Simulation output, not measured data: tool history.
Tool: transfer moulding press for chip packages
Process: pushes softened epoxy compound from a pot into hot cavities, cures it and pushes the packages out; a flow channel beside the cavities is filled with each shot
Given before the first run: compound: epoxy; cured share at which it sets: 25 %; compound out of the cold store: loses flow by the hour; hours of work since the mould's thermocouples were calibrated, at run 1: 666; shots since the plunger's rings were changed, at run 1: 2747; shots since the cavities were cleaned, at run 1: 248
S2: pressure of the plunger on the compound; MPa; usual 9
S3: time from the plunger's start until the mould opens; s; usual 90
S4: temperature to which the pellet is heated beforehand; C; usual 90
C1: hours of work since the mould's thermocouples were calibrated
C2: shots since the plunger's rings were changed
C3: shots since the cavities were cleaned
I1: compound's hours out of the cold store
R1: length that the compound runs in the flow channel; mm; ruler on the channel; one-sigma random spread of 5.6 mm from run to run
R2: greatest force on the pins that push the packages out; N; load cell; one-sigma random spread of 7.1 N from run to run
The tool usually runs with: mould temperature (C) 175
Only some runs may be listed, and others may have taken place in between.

run 1 hour=0 | mould_temperature_(C)=175 S2=9 S3=90 S4=90 | C1=666 C2=2747 C3=248 | I1=30 | R1=754 R2=303
run 2 hour=35.1 | mould_temperature_(C)=175 S2=9 S3=90 S4=90 | C1=689 C2=3207 C3=708 | I1=47.1 | R1=726 R2=292
-- hour=40.4 cavities cleaned with cleaning compound and waxed
-- hour=63.9 mould's thermocouples calibrated
run 3 hour=93.3 | mould_temperature_(C)=175 S2=9 S3=90 S4=90 | C1=19 C2=3922 C3=666 | I1=19 | R1=791 R2=306
-- hour=100 cavities cleaned with cleaning compound and waxed
-- hour=158.6 cavities cleaned with cleaning compound and waxed
run 4 hour=158.6 | mould_temperature_(C)=175 S2=9 S3=90 S4=90 | C1=59 C2=4737 C3=0 | I1=27.3 | R1=768 R2=282
-- hour=217.5 cavities cleaned with cleaning compound and waxed
run 5 hour=237.2 | mould_temperature_(C)=175 S2=9 S3=90 S4=90 | C1=108 C2=5747 C3=258 | I1=22.9 | R1=780 R2=310
-- hour=277.6 cavities cleaned with cleaning compound and waxed
run 6 hour=290.3 | mould_temperature_(C)=175 S2=9 S3=90 S4=90 | C1=141 C2=6422 C3=166 | I1=30.1 | R1=753 R2=302
-- hour=306.3 plunger's sealing rings changed
-- hour=340.2 cavities cleaned with cleaning compound and waxed
run 7 hour=361.6 | mould_temperature_(C)=175 S2=9 S3=90 S4=90 | C1=184 C2=704 C3=281 | I1=27.7 | R1=754 R2=302
-- hour=400.6 cavities cleaned with cleaning compound and waxed
run 8 hour=440 | mould_temperature_(C)=174 S2=9.63 S3=90 S4=90 | C1=233 C2=1710 C3=516 | I1=37.6 | R1=767 R2=327
-- hour=460.8 cavities cleaned with cleaning compound and waxed
run 9 hour=483.4 | mould_temperature_(C)=174 S2=9.63 S3=90 S4=90 | C1=260 C2=2259 C3=296 | I1=25.8 | R1=798 R2=321
-- hour=517.1 cavities cleaned with cleaning compound and waxed
run 10 hour=523.3 | mould_temperature_(C)=175 S2=9 S3=111 S4=90 | C1=285 C2=2761 C3=81 | I1=32.1 | R1=747 R2=199
-- hour=576.7 cavities cleaned with cleaning compound and waxed
run 11 hour=601.5 | mould_temperature_(C)=168 S2=9.46 S3=90 S4=90 | C1=334 C2=3766 C3=326 | I1=47.4 | R1=745 R2=460

For run 12, what comes out?
-- hour=636.5 cavities cleaned with cleaning compound and waxed
run 12 hour=680.6 | mould_temperature_(C)=168 S2=9.46 S3=90 S4=87 | C1=383 C2=4781 C3=577 | I1=25.2 | R1=? R2=?

Logged for run 12: R1 813 mm, R2 507 N.
With no hidden state in the tool, this same run would have given R1 813 mm, R2 500 N.
